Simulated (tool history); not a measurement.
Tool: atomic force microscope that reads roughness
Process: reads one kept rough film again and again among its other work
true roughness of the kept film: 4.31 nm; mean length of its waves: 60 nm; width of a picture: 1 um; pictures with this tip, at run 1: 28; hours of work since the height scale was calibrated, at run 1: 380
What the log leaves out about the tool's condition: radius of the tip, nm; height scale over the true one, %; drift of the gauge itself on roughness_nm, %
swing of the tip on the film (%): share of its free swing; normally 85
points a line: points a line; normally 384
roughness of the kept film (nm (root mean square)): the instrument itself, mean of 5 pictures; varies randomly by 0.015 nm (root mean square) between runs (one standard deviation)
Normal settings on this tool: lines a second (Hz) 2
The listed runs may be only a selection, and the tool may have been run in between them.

run    hour  lines a second (Hz)  swing of the tip on the film (%)  points a line  pictures with this tip  hours of work since the height scale was calibrated  roughness of the kept film (nm (root mean square))
  1       0                    2                                85            384                      28                                                  380                                               3.488
         23  -- new tip fitted
  2    46.2                 2.58                                85            384                      51                                                  410                                               3.259
       58.3  -- new tip fitted
       92.4  -- new tip fitted
  3   115.9                    2                                85            384                      51                                                  455                                               3.434
      129.6  -- new tip fitted
      166.5  -- new tip fitted
  4   166.5                    2                                85            384                       0                                                  487                                               3.539
      202.9  -- new tip fitted
  5   234.4                    2                                85            384                      69                                                  531                                               3.407
      241.5  -- new tip fitted
      276.6  -- new tip fitted
  6   309.1                    2                                85            384                      71                                                  579                                               3.389
        313  -- new tip fitted
  7   339.7                    2                                88            384                      58                                                  599                                               3.335
      350.3  -- new tip fitted
  8   377.2                 0.87                                85            384                      58                                                  623                                               3.737
      384.5  -- new tip fitted
  9   417.5                    2                                85            881                      72                                                  649                                               3.367
      422.8  -- new tip fitted
      457.4  -- new tip fitted
 10   471.8                    2                                85            881                      31                                                  684                                               3.449
      492.2  -- new tip fitted
      527.8  -- new tip fitted
 11   544.7                    2                                85            881                      37                                                  731                                               3.434
      564.8  -- new tip fitted
        600  -- new tip fitted
 12   615.7                    2                                85            881                      35                                                  777                                               3.459
      634.6  -- new tip fitted
 13   666.5                    2                                85            881                      69                                                  809                                               3.392
      673.6  -- new tip fitted
      709.9  -- new tip fitted
 14   716.2                    2                                85            384                      13                                                  841                                                3.54
      744.6  -- new tip fitted
 15   766.6                    2                                85            384                      48                                                  874                                               3.436
      780.3  -- new tip fitted
      818.5  -- new tip fitted
 16   839.8                 3.25                                85            384                      46                                                  921                                               3.161
      856.1  -- new tip fitted
      890.5  -- new tip fitted
 17   900.2                 3.25                                85            384                      21                                                  960                                                3.19
      906.6  -- height scale calibrated on a step standard
      927.7  -- new tip fitted
 18   957.8                 3.25                                85            384                      65                                                   33                                               3.089
      964.8  -- new tip fitted
     1004.8  -- new tip fitted
 19  1009.3                 3.25                                85            384                      10                                                   66                                               3.211
     1025.2  -- height scale calibrated on a step standard, once more
     1043.9  -- new tip fitted
 20  1072.7                    2                                66            384                      62                                                   31                                               3.749
     1083.9  -- new tip fitted
 21  1105.3                    2                                85            384                      46                                                   52                                               3.441
     1124.4  -- new tip fitted
 22  1136.6                    2                                85            382                      27                                                   72                                               3.456
     1159.1  -- new tip fitted
     1194.7  -- new tip fitted
 23  1202.8                    2                                73            756                      17                                                  114                                               3.769
     1233.1  -- new tip fitted
     1270.1  -- new tip fitted
 24  1276.2                 1.19                                73            339                      13                                                  162                                                 3.9
     1306.3  -- new tip fitted
 25    1308                 1.19                                73            339                       3                                                  182                                               3.903
     1343.4  -- new tip fitted
 26  1369.2                 0.87                                62            734                      56                                                  222                                               3.925
     1379.8  -- new tip fitted
     1417.7  -- new tip fitted
 27  1421.8                 0.75                                89            384                       9                                                  255                                               3.833
     1453.5  -- new tip fitted
 28  1461.2                 0.61                                68            490                      17                                                  281                                               4.031
     1493.9  -- new tip fitted
 29  1516.3                 0.61                                68            490                      48                                                  316                                               3.962
     1528.3  -- new tip fitted
     1567.1  -- new tip fitted
 30  1590.9                    2                                67            530                      52                                                  364                                               3.771
     1603.4  -- new tip fitted
 31  1625.8                 2.25                                85            492                      49                                                  387                                               3.333
     1642.2  -- new tip fitted
 32  1672.9                 2.25                                85            492                      67                                                  417                                                3.31
     1678.8  -- new tip fitted
 33  1712.4                 2.25                                85            492                      72                                                  443                                               3.321
     1718.5  -- new tip fitted
     1754.7  -- new tip fitted
 34  1777.3                 0.73                                87            492                      49                                                  485                                               3.762
     1791.7  -- new tip fitted
 35  1819.2                 0.92                                76            380                      60                                                  511                                                3.82
     1828.3  -- new tip fitted
       1866  -- new tip fitted
 36  1883.7                  2.8                                85            384                      38                                                  553                                               3.251
     1904.5  -- new tip fitted
 37  1916.3                  2.8                                85            384                      26                                                  574                                               3.279
     1942.3  -- new tip fitted
       1978  -- new tip fitted
 38  1987.1                  2.6                                69            755                      20                                                  620                                               3.772
     2012.9  -- new tip fitted
 39    2046                 1.25                                69            755                      72                                                  658                                               3.825
     2050.1  -- new tip fitted
     2086.7  -- new tip fitted
 40  2098.9                 1.25                                69            755                      27                                                  692                                               3.903
     2120.7  -- new tip fitted
     2155.2  -- new tip fitted
 41  2155.2                 1.25                                69            610                       0                                                  728                                               3.988
 42  2186.5                 1.25                                69            456                      68                                                  748                                               3.809
     2190.9  -- new tip fitted
 43  2220.9                    2                                83            384                      65                                                  770                                               3.438

Describe how what the log doesn't record of the tool's condition differs between the last listed run preceding each entry between runs and the first listed run following it.
Runs 1 to 2: new tip fitted (hour 23)
  radius of the tip, nm: 12.1 -> 15.4; height scale over the true one, %: 0.39 -> 0.41
  what was measured, less what the result would be without the hidden state, roughness of the kept film (nm (root mean square)): -0.068 -> -0.111
Runs 2 to 3: new tip fitted (hour 58.3); new tip fitted (hour 92.4)
  radius of the tip, nm: 15.4 -> 13.7; height scale over the true one, %: 0.41 -> 0.44
  what was measured, less what the result would be without the hidden state, roughness of the kept film (nm (root mean square)): -0.111 -> -0.09
Runs 3 to 4: new tip fitted (hour 129.6); new tip fitted (hour 166.5)
  radius of the tip, nm: 13.7 -> 7.7; height scale over the true one, %: 0.44 -> 0.47
  what was measured, less what the result would be without the hidden state, roughness of the kept film (nm (root mean square)): -0.09 -> +0.006
Runs 4 to 5: new tip fitted (hour 202.9)
  radius of the tip, nm: 7.7 -> 16.8; height scale over the true one, %: 0.47 -> 0.5
  what was measured, less what the result would be without the hidden state, roughness of the kept film (nm (root mean square)): +0.006 -> -0.135
Runs 5 to 6: new tip fitted (hour 241.5); new tip fitted (hour 276.6)
  radius of the tip, nm: 16.8 -> 16.9; height scale over the true one, %: 0.5 -> 0.54
  what was measured, less what the result would be without the hidden state, roughness of the kept film (nm (root mean square)): -0.135 -> -0.135
Runs 6 to 7: new tip fitted (hour 313)
  radius of the tip, nm: 16.9 -> 15.8; height scale over the true one, %: 0.54 -> 0.55
  what was measured, less what the result would be without the hidden state, roughness of the kept film (nm (root mean square)): -0.135 -> -0.115
Runs 7 to 8: new tip fitted (hour 350.3)
  radius of the tip, nm: 15.8 -> 16; height scale over the true one, %: 0.55 -> 0.57
  what was measured, less what the result would be without the hidden state, roughness of the kept film (nm (root mean square)): -0.115 -> -0.132
Runs 8 to 9: new tip fitted (hour 384.5)
  radius of the tip, nm: 16 -> 18.3; height scale over the true one, %: 0.57 -> 0.59
  what was measured, less what the result would be without the hidden state, roughness of the kept film (nm (root mean square)): -0.132 -> -0.154
Runs 9 to 10: new tip fitted (hour 422.8); new tip fitted (hour 457.4)
  radius of the tip, nm: 18.3 -> 13.3; height scale over the true one, %: 0.59 -> 0.61
  what was measured, less what the result would be without the hidden state, roughness of the kept film (nm (root mean square)): -0.154 -> -0.078
Runs 10 to 11: new tip fitted (hour 492.2); new tip fitted (hour 527.8)
  height scale over the true one, %: 0.61 -> 0.65
  what was measured, less what the result would be without the hidden state, roughness of the kept film (nm (root mean square)): -0.078 -> -0.075
Runs 11 to 12: new tip fitted (hour 564.8); new tip fitted (hour 600)
  radius of the tip, nm: 13.3 -> 12.5; height scale over the true one, %: 0.65 -> 0.68
  what was measured, less what the result would be without the hidden state, roughness of the kept film (nm (root mean square)): -0.075 -> -0.064
Runs 12 to 13: new tip fitted (hour 634.6)
  radius of the tip, nm: 12.5 -> 18.5; height scale over the true one, %: 0.68 -> 0.7
  what was measured, less what the result would be without the hidden state, roughness of the kept film (nm (root mean square)): -0.064 -> -0.154
Runs 13 to 14: new tip fitted (hour 673.6); new tip fitted (hour 709.9)
  radius of the tip, nm: 18.5 -> 9.3; height scale over the true one, %: 0.7 -> 0.73
  what was measured, less what the result would be without the hidden state, roughness of the kept film (nm (root mean square)): -0.154 -> -0.012
Runs 14 to 15: new tip fitted (hour 744.6)
  radius of the tip, nm: 9.3 -> 14.2; height scale over the true one, %: 0.73 -> 0.75
  what was measured, less what the result would be without the hidden state, roughness of the kept film (nm (root mean square)): -0.012 -> -0.087
Runs 15 to 16: new tip fitted (hour 780.3); new tip fitted (hour 818.5)
  radius of the tip, nm: 14.2 -> 13.3; height scale over the true one, %: 0.75 -> 0.78
  what was measured, less what the result would be without the hidden state, roughness of the kept film (nm (root mean square)): -0.087 -> -0.065
Runs 16 to 17: new tip fitted (hour 856.1); new tip fitted (hour 890.5)
  radius of the tip, nm: 13.3 -> 10.2; height scale over the true one, %: 0.78 -> 0.81
  what was measured, less what the result would be without the hidden state, roughness of the kept film (nm (root mean square)): -0.065 -> -0.021
Runs 17 to 18: height scale calibrated on a step standard (hour 906.6); new tip fitted (hour 927.7)
  radius of the tip, nm: 10.2 -> 18; height scale over the true one, %: 0.81 -> 1.22
  what was measured, less what the result would be without the hidden state, roughness of the kept film (nm (root mean square)): -0.021 -> -0.116
Runs 18 to 19: new tip fitted (hour 964.8); new tip fitted (hour 1004.8)
  radius of the tip, nm: 18 -> 9.2; height scale over the true one, %: 1.22 -> 1.25
  what was measured, less what the result would be without the hidden state, roughness of the kept film (nm (root mean square)): -0.116 -> +0.008
Runs 19 to 20: height scale calibrated on a step standard, once more (hour 1025.2); new tip fitted (hour 1043.9)
  radius of the tip, nm: 9.2 -> 15.3; height scale over the true one, %: 1.25 -> -0.06
  what was measured, less what the result would be without the hidden state, roughness of the kept film (nm (root mean square)): +0.008 -> -0.145
Runs 20 to 21: new tip fitted (hour 1083.9)
  radius of the tip, nm: 15.3 -> 12.9; height scale over the true one, %: -0.06 -> -0.04
  what was measured, less what the result would be without the hidden state, roughness of the kept film (nm (root mean square)): -0.145 -> -0.094
Runs 21 to 22: new tip fitted (hour 1124.4)
  radius of the tip, nm: 12.9 -> 11.2; height scale over the true one, %: -0.04 -> -0.03
  what was measured, less what the result would be without the hidden state, roughness of the kept film (nm (root mean square)): -0.094 -> -0.066
Runs 22 to 23: new tip fitted (hour 1159.1); new tip fitted (hour 1194.7)
  radius of the tip, nm: 11.2 -> 9.3; height scale over the true one, %: -0.03 -> 0
  what was measured, less what the result would be without the hidden state, roughness of the kept film (nm (root mean square)): -0.066 -> -0.04
Runs 23 to 24: new tip fitted (hour 1233.1); new tip fitted (hour 1270.1)
  height scale over the true one, %: 0 -> 0.04
  what was measured, less what the result would be without the hidden state, roughness of the kept film (nm (root mean square)): -0.04 -> -0.039
Runs 24 to 25: new tip fitted (hour 1306.3)
  radius of the tip, nm: 9.3 -> 8.1; height scale over the true one, %: 0.04 -> 0.05
  what was measured, less what the result would be without the hidden state, roughness of the kept film (nm (root mean square)): -0.039 -> -0.017
Runs 25 to 26: new tip fitted (hour 1343.4)
  radius of the tip, nm: 8.1 -> 16.1; height scale over the true one, %: 0.05 -> 0.08
  what was measured, less what the result would be without the hidden state, roughness of the kept film (nm (root mean square)): -0.017 -> -0.161
Runs 26 to 27: new tip fitted (hour 1379.8); new tip fitted (hour 1417.7)
  radius of the tip, nm: 16.1 -> 8.2; height scale over the true one, %: 0.08 -> 0.1
  what was measured, less what the result would be without the hidden state, roughness of the kept film (nm (root mean square)): -0.161 -> -0.017
Runs 27 to 28: new tip fitted (hour 1453.5)
  radius of the tip, nm: 8.2 -> 10.5; height scale over the true one, %: 0.1 -> 0.12
  what was measured, less what the result would be without the hidden state, roughness of the kept film (nm (root mean square)): -0.017 -> -0.059
Runs 28 to 29: new tip fitted (hour 1493.9)
  radius of the tip, nm: 10.5 -> 14.4; height scale over the true one, %: 0.12 -> 0.15
  what was measured, less what the result would be without the hidden state, roughness of the kept film (nm (root mean square)): -0.059 -> -0.128
Runs 29 to 30: new tip fitted (hour 1528.3); new tip fitted (hour 1567.1)
  radius of the tip, nm: 14.4 -> 14.7; height scale over the true one, %: 0.15 -> 0.19
  what was measured, less what the result would be without the hidden state, roughness of the kept film (nm (root mean square)): -0.128 -> -0.125
Runs 30 to 31: new tip fitted (hour 1603.4)
  radius of the tip, nm: 14.7 -> 15.4; height scale over the true one, %: 0.19 -> 0.2
  what was measured, less what the result would be without the hidden state, roughness of the kept film (nm (root mean square)): -0.125 -> -0.121
Runs 31 to 32: new tip fitted (hour 1642.2)
  radius of the tip, nm: 15.4 -> 17.8; height scale over the true one, %: 0.2 -> 0.22
  what was measured, less what the result would be without the hidden state, roughness of the kept film (nm (root mean square)): -0.121 -> -0.155
Runs 32 to 33: new tip fitted (hour 1678.8)
  radius of the tip, nm: 17.8 -> 17.3; height scale over the true one, %: 0.22 -> 0.24
  what was measured, less what the result would be without the hidden state, roughness of the kept film (nm (root mean square)): -0.155 -> -0.148
Runs 33 to 34: new tip fitted (hour 1718.5); new tip fitted (hour 1754.7)
  radius of the tip, nm: 17.3 -> 14.4; height scale over the true one, %: 0.24 -> 0.27
  what was measured, less what the result would be without the hidden state, roughness of the kept film (nm (root mean square)): -0.148 -> -0.116
Runs 34 to 35: new tip fitted (hour 1791.7)
  radius of the tip, nm: 14.4 -> 16.8; height scale over the true one, %: 0.27 -> 0.29
  what was measured, less what the result would be without the hidden state, roughness of the kept film (nm (root mean square)): -0.116 -> -0.159
Runs 35 to 36: new tip fitted (hour 1828.3); new tip fitted (hour 1866)
  radius of the tip, nm: 16.8 -> 12.6; height scale over the true one, %: 0.29 -> 0.32
  what was measured, less what the result would be without the hidden state, roughness of the kept film (nm (root mean square)): -0.159 -> -0.073
Runs 36 to 37: new tip fitted (hour 1904.5)
  radius of the tip, nm: 12.6 -> 12.3; height scale over the true one, %: 0.32 -> 0.33
  what was measured, less what the result would be without the hidden state, roughness of the kept film (nm (root mean square)): -0.073 -> -0.069
Runs 37 to 38: new tip fitted (hour 1942.3); new tip fitted (hour 1978)
  radius of the tip, nm: 12.3 -> 9.9; height scale over the true one, %: 0.33 -> 0.36
  what was measured, less what the result would be without the hidden state, roughness of the kept film (nm (root mean square)): -0.069 -> -0.036
Runs 38 to 39: new tip fitted (hour 2012.9)
  radius of the tip, nm: 9.9 -> 16.8; height scale over the true one, %: 0.36 -> 0.39
  what was measured, less what the result would be without the hidden state, roughness of the kept film (nm (root mean square)): -0.036 -> -0.156
Runs 39 to 40: new tip fitted (hour 2050.1); new tip fitted (hour 2086.7)
  radius of the tip, nm: 16.8 -> 11.2; height scale over the true one, %: 0.39 -> 0.41
  what was measured, less what the result would be without the hidden state, roughness of the kept film (nm (root mean square)): -0.156 -> -0.059
Runs 40 to 41: new tip fitted (hour 2120.7); new tip fitted (hour 2155.2)
  radius of the tip, nm: 11.2 -> 7.1; height scale over the true one, %: 0.41 -> 0.44
  what was measured, less what the result would be without the hidden state, roughness of the kept film (nm (root mean square)): -0.059 -> +0.016
Runs 42 to 43: new tip fitted (hour 2190.9)
  radius of the tip, nm: 16.8 -> 16.3; height scale over the true one, %: 0.45 -> 0.47
  what was measured, less what the result would be without the hidden state, roughness of the kept film (nm (root mean square)): -0.152 -> -0.129
